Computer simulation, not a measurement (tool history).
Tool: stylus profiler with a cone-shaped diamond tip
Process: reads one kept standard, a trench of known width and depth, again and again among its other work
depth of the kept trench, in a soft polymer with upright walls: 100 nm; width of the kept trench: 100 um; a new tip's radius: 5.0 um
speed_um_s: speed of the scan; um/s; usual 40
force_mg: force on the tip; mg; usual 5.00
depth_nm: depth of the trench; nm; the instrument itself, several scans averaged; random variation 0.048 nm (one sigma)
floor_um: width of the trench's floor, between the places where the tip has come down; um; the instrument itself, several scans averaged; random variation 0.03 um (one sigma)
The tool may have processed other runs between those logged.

Run 1, hour 0.0: usual settings. Result: depth_nm 101.68 nm, floor_um 96.84 um.
Run 2, hour 72.2: usual settings but force_mg 2.61 mg. Result: depth_nm 101.06 nm, floor_um 96.83 um.
Run 3, hour 137.5: usual settings but force_mg 2.61 mg. Result: depth_nm 101.00 nm, floor_um 96.78 um.
Run 4, hour 179.6: usual settings but force_mg 2.61 mg. Result: depth_nm 100.99 nm, floor_um 96.84 um.
Run 5, hour 213.7: usual settings but speed_um_s 25 um/s. Result: depth_nm 101.57 nm, floor_um 96.92 um.
Run 6, hour 296.2: usual settings but speed_um_s 25 um/s. Result: depth_nm 101.62 nm, floor_um 96.86 um.
Run 7, hour 335.3: usual settings but speed_um_s 25 um/s. Result: depth_nm 101.64 nm, floor_um 96.90 um.
Run 8, hour 410.2: usual settings but speed_um_s 25 um/s. Result: depth_nm 101.70 nm, floor_um 96.74 um.
Run 9, hour 462.1: usual settings but speed_um_s 25 um/s. Result: depth_nm 101.49 nm, floor_um 96.83 um.
Run 10, hour 534.8: usual settings. Result: depth_nm 101.52 nm, floor_um 96.74 um.
At hour 543.1: height scale calibrated on a step standard.
Run 11, hour 579.5: usual settings. Result: depth_nm 101.46 nm, floor_um 96.75 um.
Run 12, hour 646.3: usual settings. Result: depth_nm 101.49 nm, floor_um 96.67 um.
Run 13, hour 722.3: usual settings but speed_um_s 37 um/s, force_mg 3.62 mg. Result: depth_nm 101.04 nm, floor_um 96.67 um.
At hour 779.5: height scale calibrated on a step standard, once more.
Run 14, hour 781.3: usual settings but speed_um_s 43 um/s, force_mg 2.67 mg. Result: depth_nm 101.10 nm, floor_um 96.61 um.
Run 15, hour 849.8: usual settings but speed_um_s 43 um/s, force_mg 2.67 mg. Result: depth_nm 101.11 nm, floor_um 96.57 um.
Run 16, hour 897.8: usual settings but speed_um_s 12 um/s, force_mg 1.88 mg. Result: depth_nm 100.86 nm, floor_um 96.70 um.
Run 17, hour 980.9: usual settings but speed_um_s 85 um/s, force_mg 3.20 mg. Result: depth_nm 101.20 nm, floor_um 96.43 um.
Run 18, hour 1032.4: usual settings but speed_um_s 13 um/s, force_mg 5.27 mg. Result: depth_nm 101.74 nm, floor_um 96.65 um.
Run 19, hour 1103.4: usual settings but speed_um_s 49 um/s, force_mg 11.40 mg. Result: depth_nm 102.98 nm, floor_um 96.59 um.
Run 20, hour 1179.0: usual settings but speed_um_s 92 um/s, force_mg 2.72 mg. Result: depth_nm 101.05 nm, floor_um 96.27 um.
Run 21, hour 1255.3: usual settings but speed_um_s 92 um/s, force_mg 2.72 mg. Result: depth_nm 101.02 nm, floor_um 96.29 um.
Run 22, hour 1292.4: usual settings but speed_um_s 111 um/s, force_mg 2.72 mg. Result: depth_nm 100.95 nm, floor_um 96.23 um.
Run 23, hour 1353.6: usual settings but speed_um_s 92 um/s, force_mg 4.64 mg. Result: depth_nm 101.58 nm, floor_um 96.34 um.

Alternative continuations, all from the tool just after run 23; predict every row:
Run A, hour 1387.7: usual settings but speed_um_s 16 um/s, force_mg 4.64 mg. Result: depth_nm ?, floor_um ?.
Run B, hour 1387.7: usual settings but speed_um_s 67 um/s, force_mg 1.96 mg. Result: depth_nm ?, floor_um ?.
Run C, hour 1387.7: usual settings but speed_um_s 38 um/s, force_mg 3.99 mg. Result: depth_nm ?, floor_um ?.

run  depth_nm  floor_um
  A    101.43     96.61
  B    100.81     96.33
  C    101.32     96.50
Stripped of hidden state, with their random variation kept, the same runs would have yielded:
run  depth_nm  floor_um
  A    101.55     98.00
  B    100.93     97.71
  C    101.44     97.88

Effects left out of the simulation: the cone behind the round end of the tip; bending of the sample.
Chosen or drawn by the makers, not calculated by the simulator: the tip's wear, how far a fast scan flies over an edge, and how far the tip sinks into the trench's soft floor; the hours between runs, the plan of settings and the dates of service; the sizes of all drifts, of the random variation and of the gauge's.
